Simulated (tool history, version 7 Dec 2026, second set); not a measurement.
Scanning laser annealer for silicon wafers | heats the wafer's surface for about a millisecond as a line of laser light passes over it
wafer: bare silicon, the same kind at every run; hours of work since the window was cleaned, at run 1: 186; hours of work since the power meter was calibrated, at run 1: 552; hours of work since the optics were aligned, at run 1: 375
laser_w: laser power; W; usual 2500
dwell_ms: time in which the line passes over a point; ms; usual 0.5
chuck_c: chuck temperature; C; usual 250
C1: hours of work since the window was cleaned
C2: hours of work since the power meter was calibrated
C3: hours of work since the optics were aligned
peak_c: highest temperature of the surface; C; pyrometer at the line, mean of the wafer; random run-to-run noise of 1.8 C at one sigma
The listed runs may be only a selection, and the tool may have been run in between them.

{"run": 1, "hour": 0.0, "laser_w": 2500, "dwell_ms": 0.5, "chuck_c": 250, "C1": 186, "C2": 552, "C3": 375, "peak_c": 972}
{"run": 2, "hour": 25.7, "laser_w": 2500, "dwell_ms": 0.5, "chuck_c": 240, "C1": 205, "C2": 570, "C3": 393, "peak_c": 952}
{"run": 3, "hour": 57.7, "laser_w": 2500, "dwell_ms": 0.5, "chuck_c": 250, "C1": 227, "C2": 593, "C3": 416, "peak_c": 964}
{"run": 4, "hour": 92.2, "laser_w": 2500, "dwell_ms": 0.5, "chuck_c": 250, "C1": 252, "C2": 617, "C3": 440, "peak_c": 964}
{"run": 5, "hour": 118.2, "laser_w": 2500, "dwell_ms": 0.5, "chuck_c": 283, "C1": 270, "C2": 636, "C3": 458, "peak_c": 992}
{"run": 6, "hour": 148.1, "laser_w": 2276, "dwell_ms": 0.5, "chuck_c": 250, "C1": 291, "C2": 657, "C3": 480, "peak_c": 890}
{"run": 7, "hour": 194.7, "laser_w": 2276, "dwell_ms": 0.5, "chuck_c": 250, "C1": 324, "C2": 690, "C3": 513, "peak_c": 884}
{"run": 8, "hour": 237.2, "laser_w": 2500, "dwell_ms": 0.5, "chuck_c": 274, "C1": 355, "C2": 720, "C3": 543, "peak_c": 973}
{"run": 9, "hour": 284.4, "laser_w": 2500, "dwell_ms": 0.5, "chuck_c": 274, "C1": 388, "C2": 754, "C3": 576, "peak_c": 973}
{"hour": 303.7, "done": "window over the wafer cleaned"}
{"run": 10, "hour": 308.4, "laser_w": 2500, "dwell_ms": 0.5, "chuck_c": 274, "C1": 3, "C2": 769, "C3": 592, "peak_c": 1005}
{"run": 11, "hour": 359.1, "laser_w": 2500, "dwell_ms": 0.5, "chuck_c": 274, "C1": 39, "C2": 805, "C3": 628, "peak_c": 1001}
{"run": 12, "hour": 408.5, "laser_w": 2500, "dwell_ms": 0.5, "chuck_c": 274, "C1": 74, "C2": 840, "C3": 663, "peak_c": 996}
{"run": 13, "hour": 445.7, "laser_w": 2500, "dwell_ms": 0.5, "chuck_c": 250, "C1": 101, "C2": 867, "C3": 689, "peak_c": 974}
{"run": 14, "hour": 482.3, "laser_w": 2500, "dwell_ms": 0.5, "chuck_c": 220, "C1": 127, "C2": 893, "C3": 715, "peak_c": 938}
{"hour": 488.2, "done": "laser's power meter calibrated"}
{"run": 15, "hour": 507.5, "laser_w": 2500, "dwell_ms": 0.5, "chuck_c": 250, "C1": 142, "C2": 14, "C3": 731, "peak_c": 965}
{"run": 16, "hour": 532.7, "laser_w": 2500, "dwell_ms": 0.5, "chuck_c": 280, "C1": 160, "C2": 31, "C3": 749, "peak_c": 991}
{"run": 17, "hour": 558.4, "laser_w": 2500, "dwell_ms": 0.5, "chuck_c": 280, "C1": 178, "C2": 50, "C3": 767, "peak_c": 991}
{"run": 18, "hour": 599.1, "laser_w": 2500, "dwell_ms": 0.423, "chuck_c": 250, "C1": 207, "C2": 79, "C3": 796, "peak_c": 900}
{"run": 19, "hour": 629.4, "laser_w": 2500, "dwell_ms": 0.5, "chuck_c": 250, "C1": 229, "C2": 100, "C3": 817, "peak_c": 954}
{"run": 20, "hour": 675.0, "laser_w": 2500, "dwell_ms": 0.5, "chuck_c": 250, "C1": 261, "C2": 132, "C3": 849, "peak_c": 950}
{"run": 21, "hour": 700.5, "laser_w": 2500, "dwell_ms": 0.5, "chuck_c": 250, "C1": 279, "C2": 150, "C3": 868, "peak_c": 951}
{"hour": 713.4, "done": "laser's power meter calibrated, once more"}
{"hour": 725.5, "done": "optics aligned, line set to its width"}
{"run": 22, "hour": 748.8, "laser_w": 2712, "dwell_ms": 0.5, "chuck_c": 250, "C1": 308, "C2": 22, "C3": 17, "peak_c": 1035}
{"run": 23, "hour": 776.5, "laser_w": 2546, "dwell_ms": 0.589, "chuck_c": 250, "C1": 327, "C2": 41, "C3": 36, "peak_c": 1046}
{"run": 24, "hour": 803.1, "laser_w": 2546, "dwell_ms": 0.589, "chuck_c": 250, "C1": 346, "C2": 60, "C3": 55, "peak_c": 1042}
{"run": 25, "hour": 848.4, "laser_w": 2498, "dwell_ms": 0.607, "chuck_c": 269, "C1": 378, "C2": 92, "C3": 87, "peak_c": 1054}
{"hour": 880.9, "done": "window over the wafer cleaned"}
{"run": 26, "hour": 880.9, "laser_w": 2440, "dwell_ms": 0.531, "chuck_c": 246, "C1": 0, "C2": 114, "C3": 109, "peak_c": 986}
{"run": 27, "hour": 925.7, "laser_w": 2440, "dwell_ms": 0.531, "chuck_c": 246, "C1": 32, "C2": 145, "C3": 140, "peak_c": 984}
{"run": 28, "hour": 954.2, "laser_w": 2440, "dwell_ms": 0.531, "chuck_c": 246, "C1": 52, "C2": 166, "C3": 161, "peak_c": 983}
{"run": 29, "hour": 997.4, "laser_w": 2440, "dwell_ms": 0.531, "chuck_c": 246, "C1": 83, "C2": 196, "C3": 191, "peak_c": 980}
{"run": 30, "hour": 1038.1, "laser_w": 2663, "dwell_ms": 0.373, "chuck_c": 250, "C1": 111, "C2": 225, "C3": 220, "peak_c": 928}
{"run": 31, "hour": 1058.8, "laser_w": 2181, "dwell_ms": 0.597, "chuck_c": 250, "C1": 126, "C2": 240, "C3": 235, "peak_c": 937}
{"run": 32, "hour": 1084.7, "laser_w": 2181, "dwell_ms": 0.597, "chuck_c": 250, "C1": 144, "C2": 258, "C3": 253, "peak_c": 933}
{"run": 33, "hour": 1105.3, "laser_w": 2500, "dwell_ms": 0.569, "chuck_c": 250, "C1": 159, "C2": 273, "C3": 268, "peak_c": 1025}
{"run": 34, "hour": 1136.3, "laser_w": 2629, "dwell_ms": 0.383, "chuck_c": 255, "C1": 181, "C2": 295, "C3": 290, "peak_c": 927}
{"run": 35, "hour": 1185.4, "laser_w": 2629, "dwell_ms": 0.383, "chuck_c": 255, "C1": 216, "C2": 330, "C3": 324, "peak_c": 924}
{"run": 36, "hour": 1232.0, "laser_w": 2629, "dwell_ms": 0.383, "chuck_c": 281, "C1": 249, "C2": 363, "C3": 358, "peak_c": 952}
{"run": 37, "hour": 1252.8, "laser_w": 2629, "dwell_ms": 0.383, "chuck_c": 281, "C1": 264, "C2": 377, "C3": 372, "peak_c": 947}
{"run": 38, "hour": 1291.8, "laser_w": 2629, "dwell_ms": 0.383, "chuck_c": 281, "C1": 291, "C2": 405, "C3": 400, "peak_c": 945}
{"run": 39, "hour": 1331.6, "laser_w": 2679, "dwell_ms": 0.452, "chuck_c": 247, "C1": 319, "C2": 433, "C3": 428, "peak_c": 975}
{"run": 40, "hour": 1373.9, "laser_w": 2679, "dwell_ms": 0.452, "chuck_c": 247, "C1": 349, "C2": 463, "C3": 458, "peak_c": 977}
{"run": 41, "hour": 1413.3, "laser_w": 2679, "dwell_ms": 0.452, "chuck_c": 247, "C1": 377, "C2": 491, "C3": 486, "peak_c": 973}

Alternative continuations, all from the tool just after run 41; predict every row:
{"run": "A", "hour": 1434.1, "laser_w": 2405, "dwell_ms": 0.5, "chuck_c": 219, "C1": 392, "C2": 506, "C3": 501, "peak_c": "?"}
{"run": "B", "hour": 1434.1, "laser_w": 2648, "dwell_ms": 0.443, "chuck_c": 238, "C1": 392, "C2": 506, "C3": 501, "peak_c": "?"}
{"run": "C", "hour": 1434.1, "laser_w": 2564, "dwell_ms": 0.489, "chuck_c": 247, "C1": 392, "C2": 506, "C3": 501, "peak_c": "?"}

run=A peak_c=897
run=B peak_c=948
run=C peak_c=967
Stripped of hidden state, with their random variation kept, the same runs would have yielded:
run=A peak_c=932
run=B peak_c=985
run=C peak_c=1004

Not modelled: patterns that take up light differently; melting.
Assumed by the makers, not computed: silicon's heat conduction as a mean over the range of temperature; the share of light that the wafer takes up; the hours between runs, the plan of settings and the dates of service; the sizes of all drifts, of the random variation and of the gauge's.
